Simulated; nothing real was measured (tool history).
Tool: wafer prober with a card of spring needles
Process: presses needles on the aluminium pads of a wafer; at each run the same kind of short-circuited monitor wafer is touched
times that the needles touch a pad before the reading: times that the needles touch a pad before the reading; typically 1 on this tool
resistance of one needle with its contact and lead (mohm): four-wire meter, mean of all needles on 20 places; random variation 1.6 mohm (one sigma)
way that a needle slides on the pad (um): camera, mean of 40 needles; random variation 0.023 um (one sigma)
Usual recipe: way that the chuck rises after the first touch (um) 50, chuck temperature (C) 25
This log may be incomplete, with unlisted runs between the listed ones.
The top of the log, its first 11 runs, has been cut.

| run | hour | way that the chuck rises after the first touch (um) | chuck temperature (C) | times that the needles touch a pad before the reading | resistance of one needle with its contact and lead (mohm) | way that a needle slides on the pad (um) |
|---|---|---|---|---|---|---|
|  | 299.4 | tips cleaned on abrasive film |
|  | 319.8 | tips cleaned on abrasive film |
| 12 | 324.4 | 50 | 25 | 1 | 163 | 7.48 |
|  | 337.6 | tips cleaned on abrasive film |
| 13 | 351.4 | 50 | 25 | 2 | 170 | 7.48 |
|  | 355.2 | tips cleaned on abrasive film |
|  | 373.9 | tips cleaned on abrasive film |
|  | 391.7 | tips cleaned on abrasive film |
| 14 | 391.7 | 50 | 25 | 2 | 155 | 7.46 |
|  | 409.7 | tips cleaned on abrasive film |
| 15 | 419.5 | 50 | 25 | 2 | 166 | 7.44 |
|  | 427.6 | tips cleaned on abrasive film |
| 16 | 443.4 | 50 | 25 | 2 | 167 | 7.47 |
|  | 445.8 | tips cleaned on abrasive film |
|  | 465.0 | tips cleaned on abrasive film |
| 17 | 473.8 | 50 | 25 | 3 | 159 | 7.40 |
|  | 483.3 | tips cleaned on abrasive film |
|  | 486.4 | height of the first contact set anew |
|  | 504.4 | tips cleaned on abrasive film |
| 18 | 510.6 | 50 | 25 | 3 | 158 | 7.69 |
|  | 524.2 | tips cleaned on abrasive film |
| 19 | 537.0 | 46 | 56 | 2 | 174 | 7.05 |
|  | 542.2 | tips cleaned on abrasive film |
|  | 561.1 | tips cleaned on abrasive film |
| 20 | 570.2 | 43 | 25 | 1 | 180 | 6.57 |
|  | 582.2 | tips cleaned on abrasive film |
| 21 | 595.5 | 43 | 25 | 1 | 182 | 6.54 |
|  | 601.7 | tips cleaned on abrasive film |
|  | 620.1 | tips cleaned on abrasive film |
| 22 | 625.6 | 38 | 51 | 2 | 176 | 5.77 |
|  | 639.9 | tips cleaned on abrasive film |
|  | 658.9 | tips cleaned on abrasive film |
| 23 | 666.6 | 43 | 51 | 1 | 185 | 6.47 |
|  | 679.9 | tips cleaned on abrasive film |
| 24 | 685.0 | 35 | 61 | 1 | 191 | 5.25 |
|  | 700.3 | tips cleaned on abrasive film |
| 25 | 712.8 | 35 | 61 | 1 | 208 | 5.20 |
|  | 719.3 | tips cleaned on abrasive film |
|  | 740.2 | tips cleaned on abrasive film |
| 26 | 744.3 | 35 | 61 | 1 | 190 | 5.19 |
|  | 759.8 | tips cleaned on abrasive film |
| 27 | 770.0 | 35 | 61 | 1 | 202 | 5.18 |
|  | 778.0 | tips cleaned on abrasive film |
|  | 796.9 | tips cleaned on abrasive film |
| 28 | 796.9 | 67 | 53 | 3 | 156 | 10.10 |
|  | 816.8 | tips cleaned on abrasive film |
| 29 | 827.0 | 61 | 34 | 2 | 164 | 9.13 |
|  | 833.1 | height of the first contact set anew |
|  | 836.8 | tips cleaned on abrasive film |
|  | 855.4 | tips cleaned on abrasive film |
| 30 | 862.0 | 50 | 88 | 1 | 182 | 7.66 |
|  | 873.3 | tips cleaned on abrasive film |
| 31 | 887.4 | 50 | 88 | 1 | 188 | 7.64 |

Below are 4 alternative next runs, each starting from the tool's condition after run 31. Predict each:
|  | 893.5 | tips cleaned on abrasive film |
|  | 911.1 | tips cleaned on abrasive film |
| A | 911.3 | 41 | 38 | 2 | ? | ? |
|  | 893.5 | tips cleaned on abrasive film |
|  | 911.1 | tips cleaned on abrasive film |
| B | 911.3 | 52 | 64 | 1 | ? | ? |
|  | 893.5 | tips cleaned on abrasive film |
|  | 911.1 | tips cleaned on abrasive film |
| C | 911.3 | 37 | 95 | 2 | ? | ? |
|  | 893.5 | tips cleaned on abrasive film |
|  | 911.1 | tips cleaned on abrasive film |
| D | 911.3 | 50 | 50 | 1 | ? | ? |

| run | resistance of one needle with its contact and lead (mohm) | way that a needle slides on the pad (um) |
|---|---|---|
| A | 162 | 6.21 |
| B | 167 | 7.89 |
| C | 177 | 5.61 |
| D | 162 | 7.60 |
Stripped of hidden state, with their random variation kept, the same runs would have yielded:
| run | resistance of one needle with its contact and lead (mohm) | way that a needle slides on the pad (um) |
|---|---|---|
| A | 157 | 6.31 |
| B | 163 | 7.99 |
| C | 170 | 5.70 |
| D | 157 | 7.70 |
